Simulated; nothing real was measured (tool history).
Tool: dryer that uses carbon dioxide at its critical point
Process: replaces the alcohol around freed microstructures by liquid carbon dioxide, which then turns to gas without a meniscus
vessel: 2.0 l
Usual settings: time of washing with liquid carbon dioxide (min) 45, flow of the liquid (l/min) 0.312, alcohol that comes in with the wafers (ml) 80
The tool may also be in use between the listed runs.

run,hour,time of washing with liquid carbon dioxide (min),flow of the liquid (l/min),alcohol that comes in with the wafers (ml),alcohol left in the vessel before it's heated (ppm by volume)
1,0,45,0.312,80,269
2,43.9,45,0.312,80,282
3,73.5,45,0.312,80,308
4,102.9,32,0.312,80,773
5,138.3,28,0.312,80,1217
6,177.5,45,0.242,80,667
7,209.3,45,0.242,80,695
8,256.3,45,0.312,80,370
9,288.8,45,0.312,85,380
10,324.6,45,0.312,85,401
11,373,45,0.312,85,416
12,401.8,45,0.312,85,430
13,427.6,45,0.312,85,363
14,482.6,45,0.312,85,79
15,515.5,45,0.312,85,89
16,562,60,0.312,85,44
17,587.6,32,0.373,80,203
18,624.2,45,0.491,28,43
19,657.5,45,0.491,28,49
20,702.2,46,0.491,28,57
21,739.4,46,0.491,28,73
22,778.5,46,0.491,28,82
23,825.9,45,0.312,37,130
24,849.6,45,0.468,42,94
25,872.4,45,0.468,42,95
26,905,30,0.451,24,144
27,951.7,30,0.451,24,157
28,984.7,39,0.444,43,132
29,1028.3,39,0.444,43,162

Taken out of this log: 2 entries between the listed runs. Where each belongs, and how the hidden state differs across it:
Between runs 12 and 13: inlet filter changed (hour 424.3)
  flow that reaches the vessel past the clogged filter, %: 86.6 -> 99.9; alcohol in the recycled carbon dioxide, ppm: 283.9 -> 290
  measured less the result without the state, alcohol left in the vessel before it's heated (ppm by volume): +361 -> +291
Between runs 13 and 14: purifier's bed changed (hour 479)
  flow that reaches the vessel past the clogged filter, %: 99.9 -> 99.1; alcohol in the recycled carbon dioxide, ppm: 290 -> 8
  measured less the result without the state, alcohol left in the vessel before it's heated (ppm by volume): +291 -> +7
